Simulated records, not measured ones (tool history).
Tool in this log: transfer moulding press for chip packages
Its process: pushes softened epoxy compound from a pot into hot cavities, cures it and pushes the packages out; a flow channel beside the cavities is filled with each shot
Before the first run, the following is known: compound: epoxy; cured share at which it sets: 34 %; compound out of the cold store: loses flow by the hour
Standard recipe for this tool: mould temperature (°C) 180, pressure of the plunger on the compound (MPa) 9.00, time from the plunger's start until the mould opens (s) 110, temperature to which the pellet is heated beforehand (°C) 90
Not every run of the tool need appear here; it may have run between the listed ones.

| run | hour | mould temperature (°C) | pressure of the plunger on the compound (MPa) | time from the plunger's start until the mould opens (s) | temperature to which the pellet is heated beforehand (°C) | incoming compound's hours out of the cold store | length that the compound runs in the flow channel (mm) | greatest force on the pins that push the packages out (N) |
|---|---|---|---|---|---|---|---|---|
| 1 | 0.0 | 180 | 9.00 | 110 | 90 | 33.7 | 709 | 740 |
| 2 | 9.2 | 180 | 9.00 | 110 | 90 | 16.6 | 793 | 830 |
| 3 | 17.0 | 180 | 9.00 | 110 | 90 | 41.9 | 693 | 765 |
| 4 | 24.2 | 180 | 9.00 | 110 | 90 | 45.3 | 676 | 810 |
| 5 | 28.9 | 180 | 9.00 | 110 | 90 | 42.4 | 682 | 816 |
| 6 | 32.9 | 180 | 9.00 | 110 | 88 | 35.3 | 700 | 852 |
| 7 | 42.1 | 180 | 9.00 | 110 | 88 | 27.5 | 745 | 876 |
| 8 | 48.7 | 180 | 9.00 | 110 | 88 | 22.4 | 754 | 938 |
| 9 | 55.2 | 180 | 9.00 | 110 | 90 | 23.4 | 745 | 895 |
| 10 | 61.1 | 180 | 9.00 | 110 | 90 | 27.8 | 731 | 929 |
|  | 64.7 | cavities cleaned with cleaning compound and waxed |
| 11 | 70.5 | 180 | 9.00 | 110 | 90 | 43.1 | 684 | 592 |
| 12 | 75.0 | 180 | 9.00 | 110 | 90 | 9.2 | 808 | 639 |
| 13 | 80.2 | 180 | 9.00 | 110 | 90 | 23.4 | 747 | 649 |
| 14 | 87.6 | 177 | 9.00 | 110 | 90 | 36.4 | 706 | 801 |
| 15 | 96.6 | 179 | 9.00 | 110 | 90 | 23.1 | 752 | 778 |
| 16 | 101.1 | 184 | 10.90 | 97 | 87 | 10.7 | 874 | 838 |
| 17 | 105.0 | 184 | 10.90 | 97 | 87 | 15.2 | 861 | 797 |
| 18 | 112.8 | 184 | 10.90 | 97 | 87 | 47.7 | 707 | 790 |
| 19 | 117.5 | 185 | 10.93 | 110 | 95 | 28.2 | 774 | 662 |
| 20 | 127.2 | 174 | 10.93 | 110 | 99 | 30.2 | 805 | 1217 |
| 21 | 133.9 | 174 | 10.93 | 110 | 99 | 31.7 | 804 | 1208 |
| 22 | 142.0 | 182 | 10.93 | 110 | 99 | 47.0 | 710 | 722 |
| 23 | 149.1 | 182 | 9.44 | 95 | 91 | 9.6 | 821 | 1172 |
| 24 | 155.8 | 182 | 9.44 | 95 | 91 | 38.4 | 681 | 1061 |
| 25 | 160.4 | 182 | 6.95 | 98 | 83 | 16.2 | 674 | 1085 |
|  | 164.1 | cavities cleaned with cleaning compound and waxed |
| 26 | 169.3 | 182 | 6.95 | 98 | 83 | 10.6 | 695 | 735 |
| 27 | 175.8 | 183 | 9.18 | 98 | 91 | 46.0 | 659 | 658 |
| 28 | 180.2 | 176 | 8.32 | 144 | 83 | 24.9 | 715 | 554 |
| 29 | 184.7 | 176 | 8.32 | 144 | 83 | 25.0 | 710 | 579 |

3 ways to go on from here, each from the tool as it stands after run 29. What would each give?
| A | 194.4 | 176 | 8.32 | 144 | 85 | 45.6 | ? | ? |
| B | 194.4 | 180 | 7.26 | 144 | 95 | 44.1 | ? | ? |
| C | 194.4 | 182 | 9.00 | 132 | 90 | 27.7 | ? | ? |

| run | length that the compound runs in the flow channel (mm) | greatest force on the pins that push the packages out (N) |
|---|---|---|
| A | 637 | 573 |
| B | 592 | 550 |
| C | 730 | 562 |
Take away the tool's hidden state, keep each run's random variation, and the runs would have read:
| run | length that the compound runs in the flow channel (mm) | greatest force on the pins that push the packages out (N) |
|---|---|---|
| A | 662 | 426 |
| B | 615 | 411 |
| C | 758 | 420 |

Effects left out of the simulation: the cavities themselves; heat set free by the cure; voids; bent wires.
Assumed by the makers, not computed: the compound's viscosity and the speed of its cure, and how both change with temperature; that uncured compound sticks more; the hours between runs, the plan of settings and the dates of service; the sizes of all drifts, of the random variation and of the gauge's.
